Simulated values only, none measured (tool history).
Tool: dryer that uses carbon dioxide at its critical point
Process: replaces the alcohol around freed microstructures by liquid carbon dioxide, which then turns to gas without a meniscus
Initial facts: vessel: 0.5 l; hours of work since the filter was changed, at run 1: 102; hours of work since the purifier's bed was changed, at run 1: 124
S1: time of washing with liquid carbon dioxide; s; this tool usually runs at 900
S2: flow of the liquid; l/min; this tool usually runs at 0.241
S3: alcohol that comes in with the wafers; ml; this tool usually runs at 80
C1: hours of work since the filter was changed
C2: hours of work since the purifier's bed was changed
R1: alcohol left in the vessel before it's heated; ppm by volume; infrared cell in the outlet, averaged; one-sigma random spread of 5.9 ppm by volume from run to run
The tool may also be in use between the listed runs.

run	day	S1	S2	S3	C1	C2	R1
1	0	900	0.241	80	102	124	278
2	0.467	900	0.241	33	105	127	144
3	0.75	720	0.241	80	107	129	925
4	0.975	720	0.241	80	109	131	950
5	1.433	720	0.175	80	113	134	3854
6	1.708	720	0.175	80	115	137	3836
7	2.175	720	0.175	80	118	140	3659
8	2.612	720	0.175	80	121	143	3735
9	2.942	720	0.175	80	124	146	3703
10	3.254	720	0.175	80	126	148	3828
11	3.671	720	0.175	80	129	151	3788
12	4.15	720	0.175	80	133	155	3802
13	4.508	720	0.175	80	136	158	3851
14	4.992	720	0.175	80	139	161	3797
15	5.5	720	0.175	80	143	165	3842
16	5.721	720	0.175	46	145	167	2202
17	6.117	900	0.241	43	148	170	179
18	6.475	720	0.241	43	150	172	562
19	6.925	900	0.241	23	154	176	126
20	7.342	900	0.279	55	157	179	120
21	7.725	900	0.171	57	160	182	1244
22	8.096	900	0.171	57	162	184	1273
23	8.562	900	0.187	42	166	188	631
24	8.946	1140	0.187	75	169	191	350
25	9.367	600	0.241	30	172	194	894
26	9.712	1440	0.241	37	174	196	62
27	9.946	1440	0.241	37	176	198	58
28	10.288	1440	0.241	37	179	201	59
29	10.808	900	0.255	92	183	205	278
30	11.038	900	0.255	92	184	206	277
31	11.458	900	0.255	92	188	209	281
32	11.925	900	0.255	92	191	213	282
33	12.217	1380	0.388	78	193	215	58
34	12.671	960	0.388	31	197	219	66
35	13.079	960	0.388	31	200	222	59
36	13.442	900	0.252	80	202	224	272
37	13.883	600	0.386	105	206	228	301
38	14.229	900	0.241	80	208	230	340

Each row is a separate what-if for the run after 38, all from the same tool condition, not one after another. Results?
A	14.688	780	0.2	36	212	234	?
B	14.688	960	0.241	80	212	234	?
C	14.688	960	0.241	80	212	234	?

run	R1
A	830
B	252
C	242
With no hidden state in the tool, these same runs would have given:
run	R1
A	595
B	135
C	125

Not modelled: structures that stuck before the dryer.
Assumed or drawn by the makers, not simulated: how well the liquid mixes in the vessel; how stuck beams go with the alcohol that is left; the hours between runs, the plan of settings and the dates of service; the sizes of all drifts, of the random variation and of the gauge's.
